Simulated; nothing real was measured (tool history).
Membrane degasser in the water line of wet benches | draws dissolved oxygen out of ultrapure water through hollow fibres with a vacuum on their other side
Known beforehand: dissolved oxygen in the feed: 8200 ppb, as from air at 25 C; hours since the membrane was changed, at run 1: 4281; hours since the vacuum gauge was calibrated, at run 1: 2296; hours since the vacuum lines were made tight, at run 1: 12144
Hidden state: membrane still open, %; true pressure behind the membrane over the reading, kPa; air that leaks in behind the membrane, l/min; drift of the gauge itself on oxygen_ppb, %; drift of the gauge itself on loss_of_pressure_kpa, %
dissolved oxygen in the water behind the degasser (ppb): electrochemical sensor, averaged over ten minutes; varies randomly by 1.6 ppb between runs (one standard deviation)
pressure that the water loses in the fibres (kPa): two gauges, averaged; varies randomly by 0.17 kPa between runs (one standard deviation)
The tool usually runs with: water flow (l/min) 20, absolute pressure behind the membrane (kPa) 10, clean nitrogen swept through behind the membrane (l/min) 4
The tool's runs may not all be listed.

run    hour  water flow (l/min)  absolute pressure behind the membrane (kPa)  clean nitrogen swept through behind the membrane (l/min)  hours since the membrane was changed  hours since the vacuum gauge was calibrated  hours since the vacuum lines were made tight  dissolved oxygen in the water behind the degasser (ppb)  pressure that the water loses in the fibres (kPa)
  1       0                  20                                           10                                                         4                                  4281                                         2296                                         12144                                                    160.3                                              28.67
       24.9  -- seals of the vacuum lines changed
  2   121.7                  20                                           10                                                         4                                  4400                                         2415                                            97                                                    162.2                                              28.92
  3   237.1                  20                                           10                                                         4                                  4516                                         2531                                           212                                                    159.2                                              28.71
  4   348.3                  20                                           10                                                         4                                  4627                                         2642                                           323                                                    157.4                                              28.32
  5   519.1                  20                                           10                                                         4                                  4798                                         2813                                           494                                                      161                                              28.79
  6   686.3                  20                                           10                                                         4                                  4965                                         2980                                           661                                                    157.3                                              28.75
  7   757.7                  20                                          6.4                                                         4                                  5036                                         3051                                           733                                                    118.2                                              28.78
  8   857.7                  20                                          6.4                                                         4                                  5136                                         3151                                           833                                                    117.3                                              28.87
  9   958.6                  20                                          6.4                                                         4                                  5237                                         3252                                           934                                                    119.2                                              28.64
 10    1110                  20                                          6.4                                                      5.81                                  5389                                         3404                                          1085                                                      104                                              28.78
 11  1212.7                  20                                           10                                                      2.34                                  5491                                         3506                                          1188                                                    215.9                                              28.73
 12  1331.3                  20                                           10                                                      2.34                                  5610                                         3625                                          1306                                                    209.1                                              29.16
 13  1401.6                  20                                           10                                                      2.34                                  5680                                         3695                                          1377                                                    214.8                                              28.68
 14  1542.3                  17                                          9.2                                                       3.8                                  5821                                         3836                                          1517                                                    109.7                                              24.44
 15  1615.4                  22                                           10                                                         4                                  5894                                         3909                                          1591                                                    197.5                                              31.46
 16    1751                  18                                           10                                                         4                                  6030                                         4045                                          1726                                                    130.6                                              25.85
 17    1849                  20                                         23.2                                                         4                                  6128                                         4142                                          1824                                                    308.8                                              28.63
 18  1938.3                  17                                          7.5                                                      1.75                                  6217                                         4232                                          1913                                                      141                                              24.68
 19  2027.5                  25                                           10                                                      2.36                                  6306                                         4321                                          2003                                                    310.2                                              35.66
 20  2186.6                  29                                          9.5                                                      6.94                                  6465                                         4480                                          2162                                                    288.1                                              41.44
 21  2274.9                  13                                           10                                                       6.2                                  6554                                         4568                                          2250                                                     51.7                                                 19
 22  2396.3                  13                                           10                                                     11.91                                  6675                                         4690                                          2371                                                     34.4                                              18.53
 23  2521.9                  16                                          6.7                                                      8.07                                  6801                                         4815                                          2497                                                     54.6                                              22.94
 24  2653.8                  22                                         13.2                                                      2.27                                  6933                                         4947                                          2629                                                    327.9                                              31.67
 25  2758.9                  22                                         13.2                                                      2.27                                  7038                                         5052                                          2734                                                    325.7                                              31.26

Predict each of these 4 candidate next runs independently; none follows another, all start after run 25:
  A  2886.4                  24                                           10                                                         4                                  7165                                         5180                                          2861                                                        ?                                                  ?
  B  2886.4                  22                                         13.2                                                      1.91                                  7165                                         5180                                          2861                                                        ?                                                  ?
  C  2886.4                  20                                          7.3                                                         4                                  7165                                         5180                                          2861                                                        ?                                                  ?
  D  2886.4                  20                                         14.2                                                      7.69                                  7165                                         5180                                          2861                                                        ?                                                  ?

run  dissolved oxygen in the water behind the degasser (ppb)  pressure that the water loses in the fibres (kPa)
  A                                                    233.3                                              34.56
  B                                                    358.7                                              31.65
  C                                                    127.3                                              28.74
  D                                                    146.3                                              28.73
Without the tool's hidden state the same runs would have given:
run  dissolved oxygen in the water behind the degasser (ppb)  pressure that the water loses in the fibres (kPa)
  A                                                    232.8                                              34.54
  B                                                    358.3                                              31.63
  C                                                      127                                              28.72
  D                                                    146.1                                              28.71
